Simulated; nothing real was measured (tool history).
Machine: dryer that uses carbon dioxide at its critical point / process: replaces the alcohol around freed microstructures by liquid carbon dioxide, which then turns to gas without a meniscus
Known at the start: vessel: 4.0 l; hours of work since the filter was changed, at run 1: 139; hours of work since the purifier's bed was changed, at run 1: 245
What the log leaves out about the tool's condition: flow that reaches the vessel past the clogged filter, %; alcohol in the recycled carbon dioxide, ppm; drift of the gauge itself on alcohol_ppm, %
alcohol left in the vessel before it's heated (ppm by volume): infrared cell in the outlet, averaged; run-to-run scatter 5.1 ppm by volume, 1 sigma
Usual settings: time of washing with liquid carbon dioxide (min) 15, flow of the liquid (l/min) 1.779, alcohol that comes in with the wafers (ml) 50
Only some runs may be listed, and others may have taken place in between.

| run | hour | time of washing with liquid carbon dioxide (min) | flow of the liquid (l/min) | alcohol that comes in with the wafers (ml) | hours of work since the filter was changed | hours of work since the purifier's bed was changed | alcohol left in the vessel before it's heated (ppm by volume) |
|---|---|---|---|---|---|---|---|
| 1 | 0 | 15 | 1.779 | 50 | 139 | 245 | 134 |
| 2 | 42.6 | 15 | 1.779 | 50 | 165 | 271 | 132 |
| 3 | 78.8 | 15 | 1.779 | 50 | 188 | 293 | 143 |
| 4 | 100.8 | 15 | 1.779 | 50 | 201 | 307 | 157 |
| 5 | 136.1 | 15 | 1.779 | 50 | 223 | 328 | 169 |
| 6 | 163.7 | 15 | 1.779 | 50 | 240 | 345 | 179 |
| 7 | 205.9 | 15 | 1.779 | 50 | 265 | 371 | 187 |
|  | 226 | inlet filter changed |
| 8 | 238.2 | 13 | 1.779 | 50 | 7 | 390 | 175 |
| 9 | 262.5 | 13 | 1.779 | 30 | 22 | 405 | 144 |
| 10 | 290.3 | 13 | 1.779 | 30 | 39 | 422 | 143 |
| 11 | 343 | 15 | 1.64 | 50 | 72 | 454 | 172 |
| 12 | 384.2 | 15 | 1.64 | 50 | 97 | 480 | 190 |
| 13 | 409.4 | 15 | 1.64 | 50 | 112 | 495 | 209 |
| 14 | 432.7 | 15 | 1.44 | 50 | 127 | 509 | 291 |
| 15 | 454.8 | 15 | 1.1 | 50 | 140 | 523 | 686 |
| 16 | 480.3 | 15 | 1.1 | 50 | 156 | 538 | 689 |
| 17 | 513.2 | 15 | 1.1 | 50 | 176 | 559 | 746 |
| 18 | 553.3 | 15 | 1.1 | 50 | 200 | 583 | 765 |
| 19 | 590.9 | 15 | 1.1 | 50 | 223 | 606 | 811 |
| 20 | 637.1 | 11 | 1.1 | 50 | 252 | 634 | 1735 |
|  | 678.7 | inlet filter changed |
| 21 | 678.7 | 11 | 1.1 | 50 | 0 | 659 | 1149 |
| 22 | 708.4 | 11 | 1.1 | 50 | 18 | 677 | 1229 |
|  | 741.4 | purifier's bed changed |
| 23 | 752.4 | 11 | 1.1 | 50 | 43 | 7 | 1187 |
| 24 | 781.6 | 11 | 1.1 | 50 | 61 | 25 | 1254 |
| 25 | 823.5 | 11 | 1.1 | 50 | 87 | 50 | 1252 |
| 26 | 849.9 | 9 | 1.98 | 26 | 103 | 66 | 236 |
| 27 | 886.4 | 10 | 1.98 | 26 | 125 | 89 | 178 |
| 28 | 908.7 | 10 | 1.14 | 72 | 139 | 102 | 2226 |
| 29 | 934.4 | 23 | 2.15 | 107 | 155 | 118 | 27 |
| 30 | 970.7 | 23 | 1.44 | 47 | 177 | 140 | 55 |
| 31 | 1017.9 | 23 | 2.84 | 66 | 206 | 169 | 32 |
| 32 | 1062.6 | 15 | 1.62 | 50 | 233 | 197 | 216 |
| 33 | 1105.4 | 15 | 2.85 | 24 | 259 | 223 | 55 |
|  | 1134.9 | inlet filter changed |
| 34 | 1153.6 | 15 | 2.85 | 24 | 11 | 252 | 47 |
| 35 | 1183.8 | 15 | 1.779 | 29 | 30 | 270 | 72 |
| 36 | 1225.7 | 15 | 1.779 | 29 | 56 | 296 | 91 |
| 37 | 1260.5 | 15 | 1.779 | 29 | 77 | 317 | 104 |
| 38 | 1286 | 15 | 1.37 | 22 | 93 | 333 | 165 |
| 39 | 1309.6 | 15 | 1.37 | 22 | 107 | 347 | 162 |
| 40 | 1335.7 | 19 | 1.46 | 78 | 123 | 363 | 166 |

Forecast run 41:
| 41 | 1379.8 | 9 | 1.779 | 70 | 150 | 390 | ? |

{"run 41": {"alcohol left in the vessel before it's heated (ppm by volume)": 957}}
Without the tool's hidden state the same run would have given alcohol left in the vessel before it's heated (ppm by volume) 659.

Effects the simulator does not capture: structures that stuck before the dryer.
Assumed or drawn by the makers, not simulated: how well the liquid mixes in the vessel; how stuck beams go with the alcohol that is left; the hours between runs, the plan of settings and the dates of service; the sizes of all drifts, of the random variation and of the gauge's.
